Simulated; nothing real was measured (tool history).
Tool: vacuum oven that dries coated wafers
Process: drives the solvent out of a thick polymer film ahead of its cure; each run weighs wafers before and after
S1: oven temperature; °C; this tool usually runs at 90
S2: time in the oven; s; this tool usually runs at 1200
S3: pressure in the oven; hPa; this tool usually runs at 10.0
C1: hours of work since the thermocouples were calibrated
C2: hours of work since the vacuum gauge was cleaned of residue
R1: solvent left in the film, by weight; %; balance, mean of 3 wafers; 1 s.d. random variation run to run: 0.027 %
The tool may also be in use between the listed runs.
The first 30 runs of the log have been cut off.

{"run": 31, "hour": 501.6, "S1": 99, "S2": 1200, "S3": 29.1, "C1": 499, "C2": 297, "R1": 2.3}
{"run": 32, "hour": 515.7, "S1": 90, "S2": 840, "S3": 11.3, "C1": 505, "C2": 303, "R1": 4.59}
{"run": 33, "hour": 527.6, "S1": 90, "S2": 840, "S3": 11.3, "C1": 511, "C2": 309, "R1": 4.57}
{"run": 34, "hour": 547.1, "S1": 90, "S2": 840, "S3": 11.3, "C1": 519, "C2": 317, "R1": 4.54}
{"run": 35, "hour": 559.2, "S1": 90, "S2": 840, "S3": 11.3, "C1": 524, "C2": 322, "R1": 4.48}
{"run": 36, "hour": 569.9, "S1": 90, "S2": 840, "S3": 11.3, "C1": 529, "C2": 327, "R1": 4.5}
{"run": 37, "hour": 578.7, "S1": 90, "S2": 1200, "S3": 23.6, "C1": 533, "C2": 331, "R1": 3.6}
{"run": 38, "hour": 592.2, "S1": 90, "S2": 2100, "S3": 7.2, "C1": 539, "C2": 337, "R1": 1.16}
{"run": 39, "hour": 603.8, "S1": 99, "S2": 960, "S3": 16.9, "C1": 544, "C2": 342, "R1": 2.48}
{"run": 40, "hour": 614.8, "S1": 83, "S2": 1320, "S3": 6.6, "C1": 549, "C2": 347, "R1": 3.89}

Forecast each of these 3 alternatives for the next run:
{"run": "A", "hour": 630.1, "S1": 90, "S2": 1200, "S3": 26.3, "C1": 555, "C2": 353, "R1": "?"}
{"run": "B", "hour": 630.1, "S1": 89, "S2": 960, "S3": 6.2, "C1": 555, "C2": 353, "R1": "?"}
{"run": "C", "hour": 630.1, "S1": 99, "S2": 660, "S3": 6.6, "C1": 555, "C2": 353, "R1": "?"}

run=A R1=3.80
run=B R1=3.97
run=C R1=3.56
The same runs, with their run-to-run variation unchanged, on a tool lacking any hidden condition would have given:
run=A R1=4.10
run=B R1=4.25
run=C R1=3.83
